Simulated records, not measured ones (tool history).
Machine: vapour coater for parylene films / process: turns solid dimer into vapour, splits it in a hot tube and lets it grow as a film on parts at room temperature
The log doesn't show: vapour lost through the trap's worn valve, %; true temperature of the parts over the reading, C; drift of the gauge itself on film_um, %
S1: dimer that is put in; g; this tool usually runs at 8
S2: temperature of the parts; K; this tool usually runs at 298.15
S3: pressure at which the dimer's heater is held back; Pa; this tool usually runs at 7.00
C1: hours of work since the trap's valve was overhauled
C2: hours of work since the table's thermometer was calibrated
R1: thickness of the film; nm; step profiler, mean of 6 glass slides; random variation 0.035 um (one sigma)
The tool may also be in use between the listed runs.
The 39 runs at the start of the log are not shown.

| run | day | S1 | S2 | S3 | C1 | C2 | R1 |
|---|---|---|---|---|---|---|---|
| 40 | 26.188 | 8 | 307.15 | 9.26 | 233 | 875 | 3120 |
| 41 | 26.721 | 10 | 298.15 | 3.72 | 242 | 884 | 6650 |
| 42 | 27.425 | 9 | 297.15 | 4.15 | 254 | 896 | 6090 |
| 43 | 27.862 | 6 | 295.15 | 4.68 | 262 | 904 | 4320 |
| 44 | 28.275 | 9 | 306.15 | 10.88 | 269 | 911 | 3520 |
| 45 | 29.100 | 9 | 306.15 | 10.88 | 283 | 925 | 3540 |
| 46 | 29.983 | 9 | 299.15 | 7.00 | 298 | 940 | 5100 |
| 47 | 30.529 | 7 | 309.15 | 10.65 | 307 | 949 | 2430 |
| 48 | 31.208 | 8 | 298.15 | 5.05 | 319 | 961 | 5000 |

Below are 3 alternative next runs, each starting from the tool's condition after run 48. Predict each:
| A | 32.000 | 13 | 303.15 | 5.05 | 332 | 975 | ? |
| B | 32.000 | 8 | 292.15 | 4.71 | 332 | 975 | ? |
| C | 32.000 | 8 | 298.15 | 2.81 | 332 | 975 | ? |

| run | R1 |
|---|---|
| A | 6470 |
| B | 6450 |
| C | 5550 |
Had the tool no hidden state, the same runs would have come out as:
| run | R1 |
|---|---|
| A | 7060 |
| B | 7040 |
| C | 6050 |
